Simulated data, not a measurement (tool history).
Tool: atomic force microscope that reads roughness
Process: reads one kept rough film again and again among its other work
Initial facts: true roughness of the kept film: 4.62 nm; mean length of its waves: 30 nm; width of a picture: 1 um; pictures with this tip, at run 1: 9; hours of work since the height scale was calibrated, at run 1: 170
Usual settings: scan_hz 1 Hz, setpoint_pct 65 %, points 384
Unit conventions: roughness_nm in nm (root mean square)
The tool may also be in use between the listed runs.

run	hour	scan_hz	setpoint_pct	points	pictures with this tip	hours of work since the height scale was calibrated	roughness_nm
1	0	1	65	384	9	170	3.912
2	10	1	65	384	23	175	3.822
3	16.6	1	65	646	33	179	3.749
4	22.7	1	65	337	42	183	3.674
5	34.8	1	65	573	59	190	3.61
6	43.3	1	65	384	72	195	3.502
7	51.6	1	65	384	84	200	3.42
8	61.3	1	65	384	98	206	3.355
9	70.2	1	65	384	110	211	3.267
10	82.8	1	65	384	129	218	3.167
# hour 90.3: new tip fitted
11	91.6	1	65	384	2	223	4
12	99.6	0.65	65	384	13	228	3.947
13	109.7	1	65	384	28	234	3.792
14	119.4	1	65	384	42	239	3.701
15	124.9	1	65	384	50	242	3.634
16	132.7	1	65	384	61	247	3.585
17	145.8	1	85	384	80	255	3.251
18	157.3	1.74	65	384	97	261	3.271
19	168.9	1.74	65	384	113	268	3.191
20	177.8	0.52	65	384	126	273	3.238
21	183.7	0.52	65	384	135	277	3.212
# hour 186.3: new tip fitted
22	196	2.76	65	384	14	284	3.626
23	202.9	2.76	65	384	24	288	3.549
24	212.9	1	76	384	38	294	3.564
25	223.8	1.15	65	384	54	300	3.562
26	234.4	1.15	65	384	69	306	3.46
27	246.1	1.15	65	384	86	313	3.353
28	258.7	1.69	65	771	104	321	3.196
29	271.6	1.69	65	771	123	328	3.113
30	278	1.69	65	771	132	332	3.083
# hour 282.4: new tip fitted
31	285.7	2.89	63	304	4	336	3.777
32	298.1	2.89	63	304	22	343	3.62
33	311.4	2.95	57	384	41	351	3.606
34	324.4	0.52	82	543	60	359	3.571
35	330.4	1	85	675	69	362	3.305
36	336.6	1.02	60	488	78	366	3.518
37	348.4	1.02	60	488	95	373	3.408
38	354.6	2.93	82	887	104	376	2.742
39	362.3	1.31	65	379	115	381	3.23
40	370.5	2.52	89	496	127	386	2.522
# hour 378.7: new tip fitted
41	381	1	81	700	3	392	3.781
42	389.2	3.96	83	796	15	396	2.915
43	394.6	2.59	67	333	23	400	3.557
44	402.4	1.04	65	321	34	404	3.726
45	415.6	1.16	66	287	53	412	3.572
46	425	1.16	66	287	67	417	3.458
47	434.2	1	60	384	80	423	3.482
48	441.6	1.18	70	265	91	427	3.262
49	448.5	1.43	73	724	101	431	3.185
50	456.2	0.91	68	384	112	436	3.24

3 options for the next run, each taken on its own from the tool as it stands now. Forecast them:
A	466.9	0.86	61	551	127	442	?
B	466.9	1	73	384	127	442	?
C	466.9	1.29	75	397	127	442	?

run	roughness_nm
A	3.226
B	3.116
C	3.042
With no hidden state in the tool, these same runs would have given:
run	roughness_nm
A	4.095
B	3.951
C	3.86
